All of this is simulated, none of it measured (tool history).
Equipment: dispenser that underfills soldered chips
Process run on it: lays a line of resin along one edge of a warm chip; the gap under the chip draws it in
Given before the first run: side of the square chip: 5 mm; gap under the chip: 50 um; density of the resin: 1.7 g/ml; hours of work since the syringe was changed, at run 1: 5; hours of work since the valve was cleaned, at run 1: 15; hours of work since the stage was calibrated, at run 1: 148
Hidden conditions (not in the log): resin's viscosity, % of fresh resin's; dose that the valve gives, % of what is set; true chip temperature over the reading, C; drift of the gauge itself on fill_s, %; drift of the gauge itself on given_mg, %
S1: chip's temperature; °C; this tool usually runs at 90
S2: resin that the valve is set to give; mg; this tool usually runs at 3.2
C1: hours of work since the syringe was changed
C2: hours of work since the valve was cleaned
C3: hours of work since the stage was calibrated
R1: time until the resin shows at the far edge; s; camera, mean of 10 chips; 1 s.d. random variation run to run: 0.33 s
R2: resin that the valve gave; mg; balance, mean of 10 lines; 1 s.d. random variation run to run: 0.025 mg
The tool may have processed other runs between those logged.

run	hour	S1	S2	C1	C2	C3	R1	R2
1	0	90	3.2	5	15	148	16.3	3.17
2	3	90	3.2	7	17	150	19.1	3.17
3	7.9	90	3.2	10	20	153	23.3	3.19
# hour 9.5: new syringe of resin
4	11.2	76	3.2	1	22	155	22	3.11
5	15.3	90	3.14	4	25	158	16.8	3.1
6	20.6	90	3.2	7	28	161	20.1	3.13
7	24.8	90	3.2	10	31	164	24.4	3.12
# hour 25.6: new syringe of resin
8	27.9	90	3.2	1	33	166	14.7	3.12
9	33	90	3.2	5	37	169	17.5	3.09
10	36.5	90	3.2	7	39	172	19.4	3.14
11	40.5	90	3.2	10	41	174	23.7	3.09
# hour 42: new syringe of resin
12	46.2	90	3.2	3	45	178	15.2	3.05
13	48.7	90	3.24	4	47	179	16.6	3.18
14	51.5	90	3.24	6	49	181	18.9	3.12
15	54.5	90	3.24	8	51	183	21.2	3.12
# hour 58.4: new syringe of resin
16	59	90	3.78	0	53	186	13.1	3.66
17	61.8	90	3.78	2	55	188	14.3	3.63
18	66.3	90	3.78	5	58	191	16.9	3.62
19	70.7	90	4.11	8	61	194	20.1	3.89
20	74	81	3.21	10	63	196	33	3.05
# hour 74.8: new syringe of resin
21	78.2	81	3.21	2	66	199	20.8	3.06
22	82.4	99	3.29	5	69	201	13.6	3.15
# hour 84.1: dispensing valve cleaned and set on the balance
23	86.1	99	3.29	7	1	203	14.7	3.26
24	89.3	99	3.29	9	3	205	16.7	3.27
# hour 92: new syringe of resin
25	93.1	97	3.02	1	6	208	10.9	3.04
26	95.9	97	3.02	3	8	210	11.8	3.06
27	101.1	79	3.11	6	11	213	27.4	3.09
28	103.7	95	2.71	8	13	215	17.7	2.71
# hour 108.3: new syringe of resin
29	108.3	96	3.02	0	16	217	10.5	3.03
30	110.6	96	3.02	2	17	219	11.3	3.02
31	115	87	3.93	4	20	222	18.5	3.9
32	118.7	82	4.12	7	22	224	24.9	4.09
33	123.9	82	4.12	10	26	228	31	4.05
# hour 124.5: new syringe of resin
34	129.5	90	3.1	3	29	231	15.9	3.03

Pick out some run-to-run changes in R1. Of each, how much would a tool without hidden state show as well, from the settings, what came in and chance, and how much is left for the hidden state and any gauge scatter not in both results compared?
Run 7 -> 8: new syringe of resin. R1 -9.7 s: hidden state -10, all else +0.3.
Run 19 -> 20: S1 90 -> 81, S2 4.11 -> 3.21. R1 +12.9 s: hidden state +7.2, all else +5.7.
Run 20 -> 21: new syringe of resin. R1 -12.2 s: hidden state -12.3, all else +0.1.
Run 26 -> 27: S1 97 -> 79, S2 3.02 -> 3.11. R1 +15.6 s: hidden state +6.4, all else +9.2.
Run 33 -> 34: S1 82 -> 90, S2 4.12 -> 3.1, new syringe of resin. R1 -15.1 s: hidden state -11.7, all else -3.4.
